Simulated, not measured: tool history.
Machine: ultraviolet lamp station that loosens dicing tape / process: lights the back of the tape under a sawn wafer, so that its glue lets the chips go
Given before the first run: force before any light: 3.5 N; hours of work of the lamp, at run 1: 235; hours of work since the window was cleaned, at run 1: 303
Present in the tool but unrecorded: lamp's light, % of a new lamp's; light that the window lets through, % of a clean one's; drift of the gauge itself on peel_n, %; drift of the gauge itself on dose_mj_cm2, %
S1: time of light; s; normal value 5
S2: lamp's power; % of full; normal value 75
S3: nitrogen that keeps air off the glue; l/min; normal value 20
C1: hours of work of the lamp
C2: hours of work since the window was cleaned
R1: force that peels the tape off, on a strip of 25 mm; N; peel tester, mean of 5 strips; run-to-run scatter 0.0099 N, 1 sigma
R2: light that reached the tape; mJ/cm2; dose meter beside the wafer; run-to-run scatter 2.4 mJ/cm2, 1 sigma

{"run": 1, "hour": 0.0, "S1": 5, "S2": 75, "S3": 20, "C1": 235, "C2": 303, "R1": 0.428, "R2": 267}
{"run": 2, "hour": 38.9, "S1": 5, "S2": 75, "S3": 20, "C1": 263, "C2": 332, "R1": 0.429, "R2": 264}
{"run": 3, "hour": 88.0, "S1": 5, "S2": 75, "S3": 20, "C1": 299, "C2": 367, "R1": 0.436, "R2": 263}
{"run": 4, "hour": 135.7, "S1": 5, "S2": 75, "S3": 20, "C1": 333, "C2": 402, "R1": 0.43, "R2": 264}
{"hour": 150.4, "done": "window cleaned of glue's vapour"}
{"run": 5, "hour": 178.5, "S1": 5, "S2": 75, "S3": 20, "C1": 364, "C2": 20, "R1": 0.435, "R2": 267}
{"run": 6, "hour": 215.2, "S1": 5, "S2": 75, "S3": 14, "C1": 391, "C2": 47, "R1": 0.555, "R2": 268}
{"run": 7, "hour": 245.7, "S1": 5, "S2": 75, "S3": 9, "C1": 413, "C2": 69, "R1": 0.728, "R2": 265}
{"run": 8, "hour": 310.4, "S1": 5, "S2": 75, "S3": 20, "C1": 460, "C2": 116, "R1": 0.44, "R2": 268}
{"run": 9, "hour": 371.0, "S1": 5, "S2": 75, "S3": 20, "C1": 504, "C2": 160, "R1": 0.43, "R2": 264}
{"run": 10, "hour": 431.7, "S1": 5, "S2": 75, "S3": 11, "C1": 548, "C2": 205, "R1": 0.629, "R2": 265}
{"run": 11, "hour": 462.1, "S1": 8, "S2": 75, "S3": 11, "C1": 570, "C2": 227, "R1": 0.289, "R2": 423}
{"run": 12, "hour": 530.8, "S1": 8, "S2": 75, "S3": 11, "C1": 620, "C2": 277, "R1": 0.28, "R2": 428}
{"run": 13, "hour": 600.3, "S1": 8, "S2": 75, "S3": 11, "C1": 671, "C2": 327, "R1": 0.286, "R2": 424}
{"run": 14, "hour": 652.5, "S1": 8, "S2": 75, "S3": 11, "C1": 709, "C2": 365, "R1": 0.286, "R2": 423}
{"hour": 715.9, "done": "window cleaned of glue's vapour"}
{"run": 15, "hour": 715.9, "S1": 8, "S2": 75, "S3": 11, "C1": 755, "C2": 0, "R1": 0.279, "R2": 427}
{"run": 16, "hour": 781.6, "S1": 8, "S2": 75, "S3": 11, "C1": 802, "C2": 48, "R1": 0.277, "R2": 423}
{"run": 17, "hour": 846.5, "S1": 8, "S2": 75, "S3": 11, "C1": 850, "C2": 95, "R1": 0.289, "R2": 428}
{"run": 18, "hour": 882.4, "S1": 3, "S2": 75, "S3": 20, "C1": 876, "C2": 121, "R1": 0.94, "R2": 158}
{"run": 19, "hour": 924.2, "S1": 3, "S2": 75, "S3": 20, "C1": 906, "C2": 151, "R1": 0.902, "R2": 159}
{"run": 20, "hour": 990.5, "S1": 3, "S2": 71, "S3": 26, "C1": 954, "C2": 200, "R1": 0.896, "R2": 151}
{"run": 21, "hour": 1032.5, "S1": 3, "S2": 71, "S3": 26, "C1": 985, "C2": 230, "R1": 0.889, "R2": 152}
{"run": 22, "hour": 1064.1, "S1": 5, "S2": 64, "S3": 13, "C1": 1008, "C2": 253, "R1": 0.741, "R2": 225}
{"run": 23, "hour": 1121.4, "S1": 5, "S2": 82, "S3": 13, "C1": 1049, "C2": 295, "R1": 0.504, "R2": 288}
{"run": 24, "hour": 1162.2, "S1": 5, "S2": 82, "S3": 13, "C1": 1079, "C2": 324, "R1": 0.484, "R2": 292}
{"run": 25, "hour": 1202.8, "S1": 5, "S2": 82, "S3": 13, "C1": 1108, "C2": 354, "R1": 0.494, "R2": 289}
{"run": 26, "hour": 1269.3, "S1": 3, "S2": 65, "S3": 12, "C1": 1157, "C2": 402, "R1": 1.36, "R2": 138}
{"hour": 1282.3, "done": "window cleaned of glue's vapour"}
{"run": 27, "hour": 1332.7, "S1": 7, "S2": 75, "S3": 20, "C1": 1203, "C2": 37, "R1": 0.226, "R2": 369}
{"run": 28, "hour": 1373.7, "S1": 5, "S2": 71, "S3": 34, "C1": 1232, "C2": 66, "R1": 0.349, "R2": 249}
{"run": 29, "hour": 1434.6, "S1": 5, "S2": 96, "S3": 20, "C1": 1277, "C2": 111, "R1": 0.268, "R2": 339}
{"hour": 1447.0, "done": "lamp changed"}
{"run": 30, "hour": 1482.2, "S1": 2, "S2": 82, "S3": 20, "C1": 26, "C2": 145, "R1": 1.332, "R2": 118}

Predict the results of run 31:
{"run": 31, "hour": 1538.2, "S1": 2, "S2": 82, "S3": 20, "C1": 66, "C2": 185, "R1": "?", "R2": "?"}

{"run 31": {"R1": 1.293, "R2": 120}}
Minus the tool's unlogged condition, the same run would have read R1 1.292 N, R2 120 mJ/cm2.
